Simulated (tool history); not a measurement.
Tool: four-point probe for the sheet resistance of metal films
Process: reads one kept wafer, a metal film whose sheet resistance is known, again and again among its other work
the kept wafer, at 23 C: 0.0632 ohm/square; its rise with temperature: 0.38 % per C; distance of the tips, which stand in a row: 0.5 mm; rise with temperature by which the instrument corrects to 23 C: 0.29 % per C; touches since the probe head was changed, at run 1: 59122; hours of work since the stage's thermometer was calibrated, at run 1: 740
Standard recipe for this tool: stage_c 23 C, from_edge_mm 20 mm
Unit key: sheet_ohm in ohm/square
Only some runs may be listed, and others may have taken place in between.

run	hour	stage_c	from_edge_mm	touches since the probe head was changed	hours of work since the stage's thermometer was calibrated	sheet_ohm
1	0.0	23	20	59122	740	0.062901
2	59.8	23	20	61709	773	0.062907
3	142.2	23	20	65269	817	0.062946
4	202.8	23	20	67889	850	0.062933
5	298.2	23	20	72016	902	0.062947
6	371.4	23	20	75177	941	0.062958
7	414.4	23	7	77037	965	0.063098
8	502.5	23	7	80849	1012	0.063108
9	558.4	23	20	83262	1043	0.062968
10	642.3	25	20	86891	1088	0.063056
11	724.1	19	20	90429	1132	0.062723
12	789.5	19	20	93255	1168	0.062740
13	852.5	19	20	95981	1202	0.062753
14	939.8	28	20	99754	1249	0.063278
15	1022.1	19	3	103310	1294	0.063662
16	1115.4	24	39	107345	1344	0.063067
17	1157.5	27	47	109164	1367	0.063235
18	1204.5	34	4	111196	1393	0.064191
19	1298.0	21	18	115240	1443	0.062909
20	1372.0	22	14	118441	1483	0.062981
21	1413.3	19	27	120223	1506	0.062787
22	1457.5	19	27	122137	1530	0.062796
23	1531.3	23	61	125327	1569	0.063036
24	1608.3	23	61	128655	1611	0.063047
25	1705.8	28	5	132872	1664	0.063668
26	1763.0	28	5	135342	1695	0.063695
27	1803.1	20	38	137078	1717	0.062886

Hidden state or all else? Some run-to-run changes of sheet_ohm, split into what the settings, what came in and random variation would give without the hidden state, and what is left for the hidden state (with any gauge scatter that isn't in both results):
Hidden state at play: inner tips' distance over the nominal, %; tips' flats over new ones', %; wafer's true temperature over the reading, C; drift of the gauge itself on sheet_ohm, %.
Run 15 -> 16: stage_c 19 -> 24, from_edge_mm 3 -> 39. sheet_ohm -0.000595 ohm/square: hidden state +0.000011, all else -0.000606.
Run 17 -> 18: stage_c 27 -> 34, from_edge_mm 47 -> 4. sheet_ohm +0.000956 ohm/square: hidden state +0.000004, all else +0.000952.
Run 18 -> 19: stage_c 34 -> 21, from_edge_mm 4 -> 18. sheet_ohm -0.001282 ohm/square: hidden state +0.000010, all else -0.001292.

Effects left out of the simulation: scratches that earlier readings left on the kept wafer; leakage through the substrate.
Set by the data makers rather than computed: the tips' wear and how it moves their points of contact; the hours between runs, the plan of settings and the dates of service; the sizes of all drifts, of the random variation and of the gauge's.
